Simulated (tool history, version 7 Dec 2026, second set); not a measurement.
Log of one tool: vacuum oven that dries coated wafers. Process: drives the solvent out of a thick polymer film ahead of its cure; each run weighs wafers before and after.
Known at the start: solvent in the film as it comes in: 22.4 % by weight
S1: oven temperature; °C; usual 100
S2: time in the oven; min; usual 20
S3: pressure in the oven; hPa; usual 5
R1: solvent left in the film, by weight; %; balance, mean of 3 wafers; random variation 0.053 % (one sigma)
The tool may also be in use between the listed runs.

Run 1, hour 0: usual settings. Result: R1 2.14 %.
Run 2, hour 12.1: usual settings but S3 16.79 hPa. Result: R1 3.36 %.
Run 3, hour 25.6: usual settings but S1 113 °C. Result: R1 0.71 %.
Run 4, hour 40.4: usual settings. Result: R1 2.18 %.
Run 5, hour 51.6: usual settings. Result: R1 2.13 %.
Run 6, hour 63.5: usual settings but S3 18.6 hPa. Result: R1 3.56 %.
Run 7, hour 75.4: usual settings but S1 95 °C, S3 18.6 hPa. Result: R1 4.63 %.
Run 8, hour 97: usual settings but S2 27 min. Result: R1 1.21 %.
Run 9, hour 115.7: usual settings but S2 27 min, S3 13.02 hPa. Result: R1 2.07 %.
Run 10, hour 136.5: usual settings but S2 27 min, S3 13.02 hPa. Result: R1 2.19 %.
Run 11, hour 148.4: usual settings but S2 27 min, S3 13.02 hPa. Result: R1 2.21 %.
Run 12, hour 164.3: usual settings but S1 98 °C, S2 12 min, S3 13.02 hPa. Result: R1 6.02 %.
Run 13, hour 186.1: usual settings but S1 98 °C, S2 12 min, S3 13.02 hPa. Result: R1 6.16 %.
Run 14, hour 207.3: usual settings but S1 103 °C, S2 28 min, S3 13.02 hPa. Result: R1 1.85 %.
Run 15, hour 225.4: usual settings but S1 103 °C, S2 18 min, S3 19.99 hPa. Result: R1 3.38 %.
At hour 228.8: vacuum gauge cleaned of residue and calibrated.
Run 16, hour 248.2: usual settings but S1 98 °C, S2 30 min, S3 16.33 hPa. Result: R1 2.68 %.
Run 17, hour 265.2: usual settings but S1 98 °C, S2 30 min, S3 16.33 hPa. Result: R1 2.66 %.
Run 18, hour 275.8: usual settings but S1 115 °C, S2 24 min, S3 11.27 hPa. Result: R1 0.89 %.

Forecast run 19:
Run 19, hour 292.6: usual settings but S1 110 °C, S2 11 min. Result: R1 ?.

Run 19 gave R1 2.93 %.
Without the tool's hidden state the same run would have given R1 2.55 %.
